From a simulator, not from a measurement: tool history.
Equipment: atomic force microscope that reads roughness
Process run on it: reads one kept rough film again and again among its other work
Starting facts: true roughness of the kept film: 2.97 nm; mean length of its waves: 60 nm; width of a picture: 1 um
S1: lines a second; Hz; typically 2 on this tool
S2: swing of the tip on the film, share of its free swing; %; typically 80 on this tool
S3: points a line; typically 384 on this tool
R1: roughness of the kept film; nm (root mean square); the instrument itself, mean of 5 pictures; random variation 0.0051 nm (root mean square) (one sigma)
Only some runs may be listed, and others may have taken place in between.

{"run": 1, "hour": 0.0, "S1": 2, "S2": 80, "S3": 384, "R1": 2.479}
{"run": 2, "hour": 17.8, "S1": 2, "S2": 80, "S3": 384, "R1": 2.466}
{"hour": 29.4, "done": "new tip fitted"}
{"run": 3, "hour": 38.0, "S1": 2, "S2": 80, "S3": 384, "R1": 2.528}
{"run": 4, "hour": 55.2, "S1": 2, "S2": 80, "S3": 384, "R1": 2.525}
{"run": 5, "hour": 68.5, "S1": 2, "S2": 80, "S3": 384, "R1": 2.523}
{"run": 6, "hour": 82.5, "S1": 2, "S2": 80, "S3": 384, "R1": 2.515}
{"run": 7, "hour": 97.5, "S1": 2, "S2": 80, "S3": 384, "R1": 2.511}
{"run": 8, "hour": 108.9, "S1": 2, "S2": 80, "S3": 384, "R1": 2.502}
{"run": 9, "hour": 120.6, "S1": 2, "S2": 80, "S3": 946, "R1": 2.508}
{"run": 10, "hour": 136.4, "S1": 2, "S2": 80, "S3": 946, "R1": 2.493}
{"run": 11, "hour": 151.5, "S1": 2, "S2": 78, "S3": 384, "R1": 2.519}
{"run": 12, "hour": 172.1, "S1": 2, "S2": 78, "S3": 416, "R1": 2.515}
{"run": 13, "hour": 190.7, "S1": 2, "S2": 67, "S3": 1005, "R1": 2.653}
{"hour": 207.1, "done": "new tip fitted"}
{"run": 14, "hour": 207.1, "S1": 0.56, "S2": 80, "S3": 384, "R1": 2.793}
{"run": 15, "hour": 221.4, "S1": 0.87, "S2": 80, "S3": 384, "R1": 2.719}
{"run": 16, "hour": 231.5, "S1": 1.98, "S2": 82, "S3": 384, "R1": 2.492}
{"run": 17, "hour": 251.9, "S1": 1.98, "S2": 82, "S3": 384, "R1": 2.487}
{"run": 18, "hour": 273.0, "S1": 1.43, "S2": 67, "S3": 657, "R1": 2.727}
{"run": 19, "hour": 293.9, "S1": 1.43, "S2": 67, "S3": 657, "R1": 2.722}
{"run": 20, "hour": 309.9, "S1": 1.43, "S2": 67, "S3": 657, "R1": 2.719}
{"run": 21, "hour": 322.2, "S1": 3.23, "S2": 77, "S3": 1012, "R1": 2.374}
{"run": 22, "hour": 337.5, "S1": 1.94, "S2": 56, "S3": 1012, "R1": 2.752}
{"run": 23, "hour": 355.9, "S1": 1.94, "S2": 56, "S3": 1012, "R1": 2.736}
{"run": 24, "hour": 376.4, "S1": 1.94, "S2": 56, "S3": 1012, "R1": 2.747}

Each row is a separate what-if for the run after 24, all from the same tool condition, not one after another. Results?
{"hour": 385.3, "done": "new tip fitted"}
{"run": "A", "hour": 389.5, "S1": 2.87, "S2": 56, "S3": 668, "R1": "?"}
{"hour": 385.3, "done": "new tip fitted"}
{"run": "B", "hour": 389.5, "S1": 1.94, "S2": 74, "S3": 1012, "R1": "?"}
{"hour": 385.3, "done": "new tip fitted"}
{"run": "C", "hour": 389.5, "S1": 1.8, "S2": 71, "S3": 1012, "R1": "?"}
{"hour": 385.3, "done": "new tip fitted"}
{"run": "D", "hour": 389.5, "S1": 2, "S2": 80, "S3": 566, "R1": "?"}

run=A R1=2.767
run=B R1=2.634
run=C R1=2.699
run=D R1=2.543
With the hidden condition removed and each run's random variation left untouched, the same runs would have given:
run=A R1=2.762
run=B R1=2.629
run=C R1=2.694
run=D R1=2.538
